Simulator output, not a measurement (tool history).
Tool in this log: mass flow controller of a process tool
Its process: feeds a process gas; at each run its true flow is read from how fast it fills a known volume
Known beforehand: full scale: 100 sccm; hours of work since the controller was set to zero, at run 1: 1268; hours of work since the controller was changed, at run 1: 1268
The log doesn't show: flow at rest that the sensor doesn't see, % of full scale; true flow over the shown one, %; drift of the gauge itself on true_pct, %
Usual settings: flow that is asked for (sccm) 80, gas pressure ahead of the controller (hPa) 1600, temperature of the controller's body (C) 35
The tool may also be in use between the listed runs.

run   hour  flow that is asked for (sccm)  gas pressure ahead of the controller (hPa)  temperature of the controller's body (C)  hours of work since the controller was set to zero  hours of work since the controller was changed  true flow (%)
  1    0.0                             80                                        1600                                        35                                                1268                                            1268         100.26
  2  104.3                             80                                        1600                                        35                                                1299                                            1299         100.27
  3  225.5                             80                                        1990                                        35                                                1336                                            1336         100.13
  4  281.9                             46                                        1600                                        35                                                1353                                            1353          99.16
  5  341.4                             80                                        1600                                        35                                                1371                                            1371         100.43
  6  462.6                             80                                        1600                                        35                                                1408                                            1408         100.37
  7  546.4                             80                                        1600                                        35                                                1433                                            1433         100.39
  8  663.8                             80                                        1600                                        35                                                1469                                            1469         100.32
  9  731.6                             80                                        1720                                        35                                                1489                                            1489         100.23
 10  849.6                             16                                        1750                                        33                                                1525                                            1525          98.01
 11  905.6                             65                                        1920                                        26                                                1542                                            1542          98.88

Forecast run 12:
 12  955.4                             22                                        1990                                        35                                                1557                                            1557              ?

true flow (%): 98.19
Without the tool's hidden state the same run would have given true flow (%) 98.18.
